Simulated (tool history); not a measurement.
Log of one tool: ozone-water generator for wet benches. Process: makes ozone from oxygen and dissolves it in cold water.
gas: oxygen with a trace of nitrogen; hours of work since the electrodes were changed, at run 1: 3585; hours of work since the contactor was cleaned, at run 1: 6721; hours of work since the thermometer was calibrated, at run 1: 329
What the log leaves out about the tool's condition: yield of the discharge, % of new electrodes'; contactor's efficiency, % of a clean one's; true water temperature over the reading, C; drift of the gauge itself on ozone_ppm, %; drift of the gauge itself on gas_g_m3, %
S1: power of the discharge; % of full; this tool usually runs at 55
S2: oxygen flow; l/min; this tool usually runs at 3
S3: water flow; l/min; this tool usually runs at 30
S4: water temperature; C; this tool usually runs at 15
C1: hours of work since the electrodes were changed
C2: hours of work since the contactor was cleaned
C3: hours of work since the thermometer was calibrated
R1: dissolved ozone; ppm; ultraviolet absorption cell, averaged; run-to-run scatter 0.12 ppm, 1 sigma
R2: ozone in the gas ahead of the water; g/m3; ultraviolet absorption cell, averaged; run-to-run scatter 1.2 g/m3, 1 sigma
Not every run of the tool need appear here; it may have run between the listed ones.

run,day,S1,S2,S3,S4,C1,C2,C3,R1,R2
1,0,55,3,30,15,3585,6721,329,9.4,194.9
2,3.558,55,3,30,8,3665,6801,409,9.8,197
3,6.4,55,3,30,8,3729,6865,473,9.8,196.9
4,9.454,55,3,30,8,3798,6934,541,9.7,195.2
5,12.425,55,1.68,30,8,3864,7000,608,8.2,268.1
6,14.517,55,3,30,15,3912,7047,655,9.6,195.3
7,18.8,55,3,30,15,4008,7144,751,9.3,196
8,21.062,55,3,30,15,4059,7195,802,9.4,194.6
9,25.404,55,3,30,15,4156,7292,900,9.1,194.7
10,28.967,55,3,30,15,4236,7372,980,9.3,194
11,32.412,55,3,30,15,4314,7450,1058,9.2,192.5
12,35.892,55,3,30,15,4392,7528,1136,9.2,193.4
13,39.146,55,3,32,15,4465,7601,1209,8.7,192.3
14,43.367,55,3,32,15,4560,7696,1304,8.6,190.7
# day 43.679: water thermometer calibrated
15,47.988,55,3,46,15,4664,7799,97,5.4,191.6
16,52.033,55,3,46,15,4755,7890,188,5.3,191.5
17,56.721,55,3,46,15,4860,7996,293,5.3,192.1
18,61.175,43,3.63,23,23,4960,8096,393,10.1,153.7
19,65.462,43,3.63,23,23,5056,8192,490,10.2,153
20,68.238,43,3.63,23,23,5119,8255,552,10.3,154
# day 70.054: water thermometer calibrated, once more
21,70.942,43,3.63,23,23,5179,8315,20,10.2,153.5
22,75.067,55,3,48,7,5272,8408,113,5.3,189.4
23,78.575,55,2.58,19,10,5351,8487,192,14.7,201.6
24,81.512,55,3,33,15,5417,8553,258,7.9,187
25,86.192,55,3,33,15,5522,8658,363,7.6,189.1
26,89.525,55,3,33,15,5597,8733,438,8,185.5
27,93.1,95,3.36,39,14,5677,8813,518,8.4,227.5
28,97.675,55,3,28,18,5780,8916,621,9.1,188
# day 101.488: contactor cleaned
29,102.004,58,3,30,15,5874,12,715,10.2,191
30,105.512,55,1.89,30,10,5953,91,793,8.9,236.6
31,108.679,55,1.89,30,10,6024,162,865,8.7,236.7
32,110.704,55,1.89,30,10,6069,207,910,8.9,236.9

Selected run-to-run steps in R1, each split into two signed amounts: the part the tool would show with no hidden state at all (from settings, incoming material and random variation), and the remainder, which goes to the hidden state together with any gauge scatter not common to the measured and the hidden-state-free results:
Run 21 -> 22: S1 43 -> 55, S2 3.63 -> 3, S3 23 -> 48, S4 23 -> 7. R1 -4.9 ppm: hidden state +0.9, all else -5.8.
Run 22 -> 23: S2 3 -> 2.58, S3 48 -> 19, S4 7 -> 10. R1 +9.4 ppm: hidden state -2.2, all else +11.6.
Run 23 -> 24: S2 2.58 -> 3, S3 19 -> 33, S4 10 -> 15. R1 -6.8 ppm: hidden state +1.5, all else -8.3.
Run 28 -> 29: S1 55 -> 58, S3 28 -> 30, S4 18 -> 15, contactor cleaned. R1 +1.1 ppm: hidden state +1.3, all else -0.2.
